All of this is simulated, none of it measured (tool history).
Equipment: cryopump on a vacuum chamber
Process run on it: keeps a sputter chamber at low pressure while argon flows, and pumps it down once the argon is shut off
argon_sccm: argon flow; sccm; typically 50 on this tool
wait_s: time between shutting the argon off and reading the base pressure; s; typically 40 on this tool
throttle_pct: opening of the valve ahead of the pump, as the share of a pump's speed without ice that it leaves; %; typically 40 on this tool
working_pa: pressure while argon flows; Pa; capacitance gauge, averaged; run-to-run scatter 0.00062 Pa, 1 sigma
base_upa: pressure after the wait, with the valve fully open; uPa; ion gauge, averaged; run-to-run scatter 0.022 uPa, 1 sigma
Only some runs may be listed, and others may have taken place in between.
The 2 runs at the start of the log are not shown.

run	hour	argon_sccm	wait_s	throttle_pct	hours of work since the pump was warmed up and emptied	hours of work since the cold head was overhauled	hours of work since the chamber's fittings were tightened	working_pa	base_upa
3	18.4	50	80	40	286	286	352	0.094	0.52
4	28.4	50	80	40	291	291	357	0.0955	0.48
5	37.9	50	80	51	295	295	361	0.0753	0.49
6	46.1	50	69	51	299	299	365	0.0754	0.48
7	52.6	50	26	40	302	302	368	0.0937	0.94
8	67.9	50	26	40	309	309	375	0.0936	0.93
9	80.7	50	40	23	315	315	381	0.1632	0.68
10	88.8	50	40	23	318	318	384	0.1616	0.66
11	101.7	50	40	19	324	324	390	0.1964	0.73
12	114.3	50	40	18	330	330	396	0.2074	0.71
13	123.6	50	40	18	335	335	400	0.2065	0.68
14	133.6	50	40	18	339	339	405	0.2076	0.74
15	141.5	50	40	18	343	343	409	0.2072	0.7
16	154.3	50	135	40	349	349	415	0.0944	0.43
17	169.3	50	135	40	356	356	421	0.095	0.4
18	178.2	50	40	35	360	360	426	0.1091	0.71

What will run 19 give?
19	189.4	50	40	35	365	365	431	?	?

{"run 19": {"working_pa": 0.1077, "base_upa": 0.72}}
Without the tool's hidden state the same run would have given working_pa 0.1038 Pa, base_upa 0.57 uPa.

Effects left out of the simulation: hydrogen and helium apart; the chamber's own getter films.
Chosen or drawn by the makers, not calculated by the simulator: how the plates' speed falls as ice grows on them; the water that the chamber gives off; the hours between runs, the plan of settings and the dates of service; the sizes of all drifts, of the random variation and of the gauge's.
